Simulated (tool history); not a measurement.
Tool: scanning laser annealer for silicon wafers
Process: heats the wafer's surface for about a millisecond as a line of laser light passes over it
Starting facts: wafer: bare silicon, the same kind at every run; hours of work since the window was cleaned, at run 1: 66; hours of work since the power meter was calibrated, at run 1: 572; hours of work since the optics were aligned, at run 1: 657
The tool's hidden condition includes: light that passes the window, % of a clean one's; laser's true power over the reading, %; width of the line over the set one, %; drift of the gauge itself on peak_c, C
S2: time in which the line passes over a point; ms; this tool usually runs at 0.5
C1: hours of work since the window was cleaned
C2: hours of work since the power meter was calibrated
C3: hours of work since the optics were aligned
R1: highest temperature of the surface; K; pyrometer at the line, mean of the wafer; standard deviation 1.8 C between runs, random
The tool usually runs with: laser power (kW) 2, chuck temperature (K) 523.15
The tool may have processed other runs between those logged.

Run 1, hour 0: usual settings; C1 66; C2 572; C3 657. Result: R1 1301.15 K.
Run 2, hour 20.6: usual settings but laser power (kW) 2.057; C1 76; C2 583; C3 667. Result: R1 1329.15 K.
Run 3, hour 36.6: usual settings; C1 85; C2 591; C3 676. Result: R1 1300.15 K.
Run 4, hour 56: usual settings; C1 95; C2 601; C3 686. Result: R1 1299.15 K.
Run 5, hour 70.8: usual settings but laser power (kW) 1.962; C1 103; C2 609; C3 694. Result: R1 1280.15 K.
Run 6, hour 88.1: usual settings; C1 112; C2 618; C3 703. Result: R1 1299.15 K.
Run 7, hour 113.7: usual settings but S2 0.503 ms; C1 126; C2 632; C3 717. Result: R1 1298.15 K.
Run 8, hour 128.3: usual settings but S2 0.503 ms; C1 133; C2 639; C3 724. Result: R1 1296.15 K.
Run 9, hour 150.7: usual settings but S2 0.503 ms; C1 145; C2 651; C3 736. Result: R1 1297.15 K.
Run 10, hour 171.7: usual settings but S2 0.503 ms; C1 156; C2 662; C3 747. Result: R1 1296.15 K.
Run 11, hour 186.2: usual settings but laser power (kW) 1.96, S2 0.503 ms; C1 164; C2 670; C3 755. Result: R1 1278.15 K.
At hour 193.9: optics aligned, line set to its width.
Run 12, hour 214.8: usual settings but laser power (kW) 1.97, S2 0.495 ms, chuck temperature (K) 549.15; C1 176; C2 682; C3 11. Result: R1 1293.15 K.
Run 13, hour 235.1: usual settings but laser power (kW) 1.97, S2 0.495 ms, chuck temperature (K) 549.15; C1 187; C2 693; C3 22. Result: R1 1292.15 K.
Run 14, hour 253.9: usual settings but laser power (kW) 1.97, S2 0.495 ms, chuck temperature (K) 549.15; C1 197; C2 703; C3 32. Result: R1 1290.15 K.
Run 15, hour 270.3: usual settings but S2 0.446 ms; C1 206; C2 712; C3 40. Result: R1 1242.15 K.
Run 16, hour 295.9: usual settings but S2 0.356 ms, chuck temperature (K) 527.15; C1 219; C2 725; C3 54. Result: R1 1174.15 K.
Run 17, hour 310.9: usual settings but laser power (kW) 1.878, S2 0.37 ms, chuck temperature (K) 488.15; C1 227; C2 733; C3 62. Result: R1 1094.15 K.
Run 18, hour 327.6: usual settings but laser power (kW) 2.114, chuck temperature (K) 551.15; C1 236; C2 742; C3 71. Result: R1 1356.15 K.
Run 19, hour 350.3: usual settings but laser power (kW) 1.91, chuck temperature (K) 508.15; C1 248; C2 754; C3 83. Result: R1 1217.15 K.
At hour 370.5: optics aligned, line set to its width, once more.
Run 20, hour 375.5: usual settings but laser power (kW) 2.189, S2 0.569 ms; C1 258; C2 765; C3 3. Result: R1 1429.15 K.
Run 21, hour 399.4: usual settings but S2 0.454 ms, chuck temperature (K) 517.15; C1 271; C2 777; C3 15. Result: R1 1246.15 K.
Run 22, hour 426.2: usual settings but laser power (kW) 2.074, chuck temperature (K) 511.15; C1 285; C2 791; C3 29. Result: R1 1306.15 K.

Below are 5 alternative next runs, each starting from the tool's condition after run 22. Predict each:
Run A, hour 439.2: usual settings but S2 0.418 ms, chuck temperature (K) 519.15; C1 292; C2 798; C3 36. Result: R1 ?.
Run B, hour 439.2: usual settings but laser power (kW) 1.795, chuck temperature (K) 511.15; C1 292; C2 798; C3 36. Result: R1 ?.
Run C, hour 439.2: usual settings but laser power (kW) 2.054, S2 0.449 ms, chuck temperature (K) 495.15; C1 292; C2 798; C3 36. Result: R1 ?.
Run D, hour 439.2: usual settings but laser power (kW) 1.759, chuck temperature (K) 544.15; C1 292; C2 798; C3 36. Result: R1 ?.
Run E, hour 439.2: usual settings but laser power (kW) 1.707, chuck temperature (K) 511.15; C1 292; C2 798; C3 36. Result: R1 ?.

run       R1
  A  1219.15
  B  1178.15
  C  1241.15
  D  1192.15
  E  1136.15
Stripped of hidden state, with their random variation kept, the same runs would have yielded:
run       R1
  A  1253.15
  B  1210.15
  C  1278.15
  D  1224.15
  E  1167.15
